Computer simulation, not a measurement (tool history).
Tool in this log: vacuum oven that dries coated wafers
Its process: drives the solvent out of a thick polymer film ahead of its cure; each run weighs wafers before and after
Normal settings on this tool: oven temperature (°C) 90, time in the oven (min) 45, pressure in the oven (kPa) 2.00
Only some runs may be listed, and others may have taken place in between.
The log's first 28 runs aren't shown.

run,day,oven temperature (°C),time in the oven (min),pressure in the oven (kPa),solvent left in the film (%)
29,29.358,94,35,2.00,3.41
30,30.767,97,49,2.00,1.33
31,31.596,97,49,2.00,1.29
32,32.692,97,49,2.00,1.37
33,33.921,75,45,4.42,10.36
34,34.825,100,26,1.88,2.93
35,35.608,88,22,1.90,8.90
36,36.625,94,45,1.89,2.17
37,38.129,94,45,1.89,2.21
38,39.604,94,45,1.89,2.06
39,40.362,94,45,1.89,2.10
40,41.188,94,45,1.89,2.13
41,41.942,90,45,3.11,3.65
42,42.746,90,45,3.11,3.63
43,44.162,77,80,7.12,7.33
44,45.346,77,80,7.12,7.40
45,46.096,102,25,2.00,2.58
46,47.508,102,25,2.00,2.57
47,48.804,77,67,2.00,5.96

Forecast each of these 3 alternatives for the next run:
A,49.538,105,27,1.88,?
B,49.538,88,55,1.30,?
C,49.538,81,67,2.00,?

run,solvent left in the film (%)
A,1.57
B,2.76
C,4.20
With the hidden condition removed and each run's random variation left untouched, the same runs would have given:
run,solvent left in the film (%)
A,1.69
B,2.94
C,4.44
